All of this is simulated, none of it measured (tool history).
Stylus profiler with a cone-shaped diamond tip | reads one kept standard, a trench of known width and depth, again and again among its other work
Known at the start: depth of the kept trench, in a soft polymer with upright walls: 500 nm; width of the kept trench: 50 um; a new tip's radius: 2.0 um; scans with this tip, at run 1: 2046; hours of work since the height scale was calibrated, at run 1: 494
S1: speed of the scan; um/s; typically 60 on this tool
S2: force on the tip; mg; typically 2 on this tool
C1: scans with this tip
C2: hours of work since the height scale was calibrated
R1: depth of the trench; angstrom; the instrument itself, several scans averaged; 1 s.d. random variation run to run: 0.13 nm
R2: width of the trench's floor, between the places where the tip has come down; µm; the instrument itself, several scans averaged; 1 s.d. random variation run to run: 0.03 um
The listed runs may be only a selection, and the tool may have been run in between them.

Run 1, hour 0: usual settings; C1 2046; C2 494. Result: R1 5023.6 angstrom, R2 47.07 µm.
Run 2, hour 14.5: usual settings; C1 2088; C2 504. Result: R1 5026.5 angstrom, R2 47.04 µm.
Run 3, hour 27.4: usual settings; C1 2125; C2 513. Result: R1 5026.9 angstrom, R2 47.01 µm.
Run 4, hour 35.5: usual settings but S2 5.39 mg; C1 2148; C2 519. Result: R1 5054.4 angstrom, R2 47.13 µm.
Run 5, hour 50: usual settings but S2 5.39 mg; C1 2190; C2 529. Result: R1 5052 angstrom, R2 47.06 µm.
Run 6, hour 63.3: usual settings but S2 0.96 mg; C1 2228; C2 538. Result: R1 5013.7 angstrom, R2 46.9 µm.
Run 7, hour 72.1: usual settings but S2 0.96 mg; C1 2254; C2 544. Result: R1 5014.5 angstrom, R2 46.96 µm.
Run 8, hour 83.6: usual settings but S2 0.96 mg; C1 2287; C2 552. Result: R1 5013 angstrom, R2 47.01 µm.
Run 9, hour 99.9: usual settings but S2 0.92 mg; C1 2334; C2 564. Result: R1 5014.9 angstrom, R2 46.95 µm.
Run 10, hour 108.6: usual settings but S2 0.92 mg; C1 2359; C2 570. Result: R1 5012.3 angstrom, R2 46.95 µm.
Run 11, hour 124.4: usual settings but S2 0.92 mg; C1 2405; C2 581. Result: R1 5014.4 angstrom, R2 46.96 µm.
Run 12, hour 133: usual settings but S2 1.17 mg; C1 2429; C2 587. Result: R1 5018.1 angstrom, R2 46.91 µm.
Run 13, hour 143.9: usual settings but S2 5.54 mg; C1 2461; C2 594. Result: R1 5055.1 angstrom, R2 47.03 µm.
Run 14, hour 155: usual settings but S2 5.54 mg; C1 2493; C2 602. Result: R1 5056.7 angstrom, R2 47.04 µm.
Run 15, hour 173: usual settings but S2 5.54 mg; C1 2545; C2 615. Result: R1 5055 angstrom, R2 47.06 µm.
Run 16, hour 190.5: usual settings but S2 5.54 mg; C1 2595; C2 627. Result: R1 5055.2 angstrom, R2 47 µm.
Run 17, hour 198.8: usual settings but S2 5.54 mg; C1 2619; C2 633. Result: R1 5054.2 angstrom, R2 47.08 µm.
Run 18, hour 206.5: usual settings but S2 5.54 mg; C1 2641; C2 638. Result: R1 5053.5 angstrom, R2 47.01 µm.
Run 19, hour 216: usual settings but S1 49 um/s, S2 0.89 mg; C1 2669; C2 645. Result: R1 5011.5 angstrom, R2 46.99 µm.
Run 20, hour 227.4: usual settings but S1 49 um/s, S2 0.89 mg; C1 2702; C2 653. Result: R1 5012.8 angstrom, R2 46.98 µm.
Run 21, hour 242.1: usual settings but S1 24 um/s, S2 1.15 mg; C1 2744; C2 663. Result: R1 5016.4 angstrom, R2 47.03 µm.
Run 22, hour 250.4: usual settings but S1 16 um/s, S2 1.14 mg; C1 2768; C2 669. Result: R1 5018 angstrom, R2 47.1 µm.
At hour 252: height scale calibrated on a step standard.
Run 23, hour 260.4: usual settings but S1 110 um/s, S2 2.89 mg; C1 2795; C2 6. Result: R1 5029.7 angstrom, R2 46.86 µm.
Run 24, hour 271.2: usual settings but S1 110 um/s, S2 2.89 mg; C1 2826; C2 13. Result: R1 5029.4 angstrom, R2 46.96 µm.
Run 25, hour 283.8: usual settings but S1 25 um/s, S2 1.99 mg; C1 2863; C2 22. Result: R1 5021.1 angstrom, R2 47.1 µm.
At hour 285.7: height scale calibrated on a step standard, once more.
Run 26, hour 301.4: usual settings but S1 56 um/s, S2 2.14 mg; C1 2912; C2 11. Result: R1 5033.4 angstrom, R2 46.95 µm.
Run 27, hour 319.1: usual settings but S1 56 um/s, S2 2.14 mg; C1 2963; C2 23. Result: R1 5031.7 angstrom, R2 46.91 µm.
Run 28, hour 330: usual settings but S1 64 um/s, S2 4.42 mg; C1 2994; C2 31. Result: R1 5051.9 angstrom, R2 46.98 µm.
Run 29, hour 342.2: usual settings but S1 64 um/s, S2 2.03 mg; C1 3029; C2 39. Result: R1 5028.8 angstrom, R2 46.86 µm.
Run 30, hour 352.2: usual settings but S1 24 um/s, S2 1.32 mg; C1 3058; C2 46. Result: R1 5022.8 angstrom, R2 47 µm.
Run 31, hour 364.2: usual settings but S1 24 um/s, S2 1.32 mg; C1 3093; C2 55. Result: R1 5024.4 angstrom, R2 47 µm.
Run 32, hour 372: usual settings but S1 24 um/s, S2 1.32 mg; C1 3116; C2 60. Result: R1 5022.8 angstrom, R2 46.97 µm.
Run 33, hour 383.8: usual settings but S1 119 um/s, S2 2.3 mg; C1 3149; C2 68. Result: R1 5034.2 angstrom, R2 46.81 µm.
Run 34, hour 398.1: usual settings but S1 15 um/s, S2 0.96 mg; C1 3191; C2 78. Result: R1 5018.1 angstrom, R2 46.98 µm.

Predict each of these 5 candidate next runs independently; none follows another, all start after run 34:
Run A, hour 411.7: usual settings but S2 0.99 mg; C1 3230; C2 88. Result: R1 ?, R2 ?.
Run B, hour 411.7: usual settings but S1 26 um/s, S2 0.96 mg; C1 3230; C2 88. Result: R1 ?, R2 ?.
Run C, hour 411.7: usual settings but S1 121 um/s, S2 1.06 mg; C1 3230; C2 88. Result: R1 ?, R2 ?.
Run D, hour 411.7: usual settings but S1 74 um/s, S2 1.92 mg; C1 3230; C2 88. Result: R1 ?, R2 ?.
Run E, hour 411.7: usual settings but S2 1.08 mg; C1 3230; C2 88. Result: R1 ?, R2 ?.

run      R1     R2
  A  5020.3  46.84
  B  5019.1  46.97
  C  5019.6  46.63
  D  5029.9  46.88
  E  5018.7  46.89
With the hidden condition removed and each run's random variation left untouched, the same runs would have given:
run      R1     R2
  A  5020.6  47.13
  B  5019.3  47.26
  C  5019.8  46.92
  D  5030.2  47.17
  E  5018.9  47.18
